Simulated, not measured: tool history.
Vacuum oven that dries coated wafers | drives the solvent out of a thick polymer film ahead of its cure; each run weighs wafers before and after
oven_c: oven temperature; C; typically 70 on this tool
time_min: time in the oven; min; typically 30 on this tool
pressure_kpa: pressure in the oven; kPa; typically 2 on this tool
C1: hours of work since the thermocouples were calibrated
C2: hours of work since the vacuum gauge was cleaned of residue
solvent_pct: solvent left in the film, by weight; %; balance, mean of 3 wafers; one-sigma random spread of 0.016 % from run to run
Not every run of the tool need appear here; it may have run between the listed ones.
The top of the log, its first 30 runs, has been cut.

run 31 day=15.962 | oven_c=55 time_min=24 pressure_kpa=1.11 | C1=295 C2=19 | solvent_pct=6.69
run 32 day=16.304 | oven_c=56 time_min=35 pressure_kpa=3.14 | C1=299 C2=24 | solvent_pct=6.04
run 33 day=17.046 | oven_c=79 time_min=37 pressure_kpa=1.21 | C1=309 C2=33 | solvent_pct=0.38
run 34 day=17.458 | oven_c=79 time_min=37 pressure_kpa=1.21 | C1=314 C2=38 | solvent_pct=0.37
run 35 day=18.129 | oven_c=85 time_min=46 pressure_kpa=3.15 | C1=322 C2=47 | solvent_pct=0.74
-- day=18.4 vacuum gauge cleaned of residue and calibrated, once more
run 36 day=18.646 | oven_c=85 time_min=46 pressure_kpa=3.15 | C1=328 C2=3 | solvent_pct=0.74
run 37 day=19.246 | oven_c=64 time_min=17 pressure_kpa=7.82 | C1=336 C2=11 | solvent_pct=7.31
run 38 day=19.771 | oven_c=79 time_min=19 pressure_kpa=1.53 | C1=342 C2=17 | solvent_pct=0.73
run 39 day=20.221 | oven_c=79 time_min=19 pressure_kpa=1.53 | C1=348 C2=23 | solvent_pct=0.73
run 40 day=20.833 | oven_c=70 time_min=49 pressure_kpa=6.41 | C1=356 C2=31 | solvent_pct=2.87
run 41 day=21.425 | oven_c=59 time_min=29 pressure_kpa=2 | C1=363 C2=38 | solvent_pct=4.93
run 42 day=22.142 | oven_c=67 time_min=49 pressure_kpa=5.96 | C1=372 C2=47 | solvent_pct=3.19
run 43 day=22.608 | oven_c=76 time_min=27 pressure_kpa=2 | C1=378 C2=53 | solvent_pct=0.85
run 44 day=22.975 | oven_c=73 time_min=27 pressure_kpa=3.6 | C1=383 C2=58 | solvent_pct=1.75
run 45 day=23.412 | oven_c=73 time_min=27 pressure_kpa=3.6 | C1=388 C2=63 | solvent_pct=1.77
run 46 day=23.896 | oven_c=70 time_min=23 pressure_kpa=2.69 | C1=394 C2=69 | solvent_pct=2.39

Here are 5 independent what-if runs from the current tool condition. What would each one return?
run A day=24.55 | oven_c=70 time_min=23 pressure_kpa=2 | C1=403 C2=78 | solvent_pct=?
run B day=24.55 | oven_c=57 time_min=30 pressure_kpa=7.51 | C1=403 C2=78 | solvent_pct=?
run C day=24.55 | oven_c=61 time_min=30 pressure_kpa=2 | C1=403 C2=78 | solvent_pct=?
run D day=24.55 | oven_c=70 time_min=15 pressure_kpa=6.76 | C1=403 C2=78 | solvent_pct=?
run E day=24.55 | oven_c=67 time_min=43 pressure_kpa=1.72 | C1=403 C2=78 | solvent_pct=?

run=A solvent_pct=2.06
run=B solvent_pct=8.33
run=C solvent_pct=4.05
run=D solvent_pct=5.04
run=E solvent_pct=1.3
With the hidden condition removed and each run's random variation left untouched, the same runs would have given:
run=A solvent_pct=2.26
run=B solvent_pct=8.62
run=C solvent_pct=4.32
run=D solvent_pct=5.31
run=E solvent_pct=1.43
